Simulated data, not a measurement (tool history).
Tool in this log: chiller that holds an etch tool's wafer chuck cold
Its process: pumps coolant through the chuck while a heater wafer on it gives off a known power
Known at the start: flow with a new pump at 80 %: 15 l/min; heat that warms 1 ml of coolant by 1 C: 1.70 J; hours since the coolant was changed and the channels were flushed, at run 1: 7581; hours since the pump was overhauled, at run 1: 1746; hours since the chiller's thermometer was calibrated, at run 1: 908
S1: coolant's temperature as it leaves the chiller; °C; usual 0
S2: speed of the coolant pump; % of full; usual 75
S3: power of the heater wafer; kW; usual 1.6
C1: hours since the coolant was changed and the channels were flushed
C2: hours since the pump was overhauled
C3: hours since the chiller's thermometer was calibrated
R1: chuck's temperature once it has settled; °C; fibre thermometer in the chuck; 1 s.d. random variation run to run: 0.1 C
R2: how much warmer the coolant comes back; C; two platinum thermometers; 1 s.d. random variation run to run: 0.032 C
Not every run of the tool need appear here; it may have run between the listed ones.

run    hour   S1  S2     S3    C1    C2    C3    R1    R2
  1       0    0  75    1.6  7581  1746   908  26.3  4.14
  2    48.4    0  75    1.6  7630  1794   957  26.5  4.16
  3    94.4    0  75    1.6  7676  1840  1003  26.3  4.08
  4   164.2    0  65    1.6  7746  1910  1073  28.8  4.84
  5   203.8    0  75  1.181  7785  1950  1112  19.4  3.06
  6   250.2    0  75    1.6  7832  1996  1159  26.4  4.15
  7   282.7    6  75    1.6  7864  2028  1191  32.3  4.15
  8   338.9    6  75    1.6  7920  2085  1247  32.6  4.18
  9   408.4    6  75    1.6  7990  2154  1317  32.6  4.19
 10   468.1    0  75    1.6  8050  2214  1377  26.7  4.13
      479.9  -- coolant changed, channels flushed
 11   532.8    0  75    1.6    53  2273  1435    21  4.19
 12   575.1   -9  75    1.6    95  2315  1478  11.9   4.1
      582.2  -- chiller's thermometer calibrated
 13   611.1  -10  75    1.6   130  2350    29  10.9  4.22
 14     667  -10  75    1.6   186  2406    85  10.7  4.17
      705.6  -- chiller's thermometer calibrated, once more
 15   711.1  -10  75    1.6   229  2449     5  11.4  4.18
 16   767.7  -10  75    1.6   286  2506    62  11.4  4.22
 17   818.2   -8  97  1.672   336  2556   113  11.1  3.38
 18   871.9    0  83  1.115   390  2610   166  13.8  2.63
 19   926.7   -7  97  1.318   445  2664   221   8.2  2.67
 20  1000.5   -9  74    1.6   519  2738   295  12.9   4.2
 21  1048.5   -9  74    1.6   567  2786   343  12.4  4.26
 22  1121.9   -9  86    1.6   640  2860   416  11.1  3.74
 23  1182.2    8  67    1.6   700  2920   477  31.2  4.71
 24  1245.4   -6  75  2.296   763  2983   540  25.2  6.04
 25  1313.8    6  91  0.942   832  3052   608  17.3  2.08
 26  1379.9    8  77  1.173   898  3118   674  23.6  3.05
 27  1423.4    8  77  1.173   942  3161   718    24  2.99
 28  1468.9    8  77  0.835   987  3207   763  19.1  2.14
 29  1514.5    0  76  1.402  1033  3252   809  19.1  3.67
 30  1571.9  -10  61  0.994  1090  3310   866   5.6  3.23
 31  1614.5    5  64  1.568  1133  3352   909  28.7  4.86
 32  1684.4    5  79    1.6  1203  3422   979  26.4  4.07

4 options for the next run, each taken on its own from the tool as it stands now. Forecast them:
  A  1736.8  -5  87  2.193  1255  3475  1031   ?   ?
  B  1736.8   5  79  1.449  1255  3475  1031   ?   ?
  C  1736.8  10  79    1.6  1255  3475  1031   ?   ?
  D  1736.8   1  80  0.853  1255  3475  1031   ?   ?

run    R1    R2
  A  22.4  5.02
  B  24.2  3.68
  C  31.3  4.11
  D  12.2  2.09
The same runs, with their run-to-run variation unchanged, on a tool lacking any hidden condition would have given:
run    R1    R2
  A  20.5  4.73
  B  22.9  3.47
  C  29.7  3.87
  D  11.4  1.97
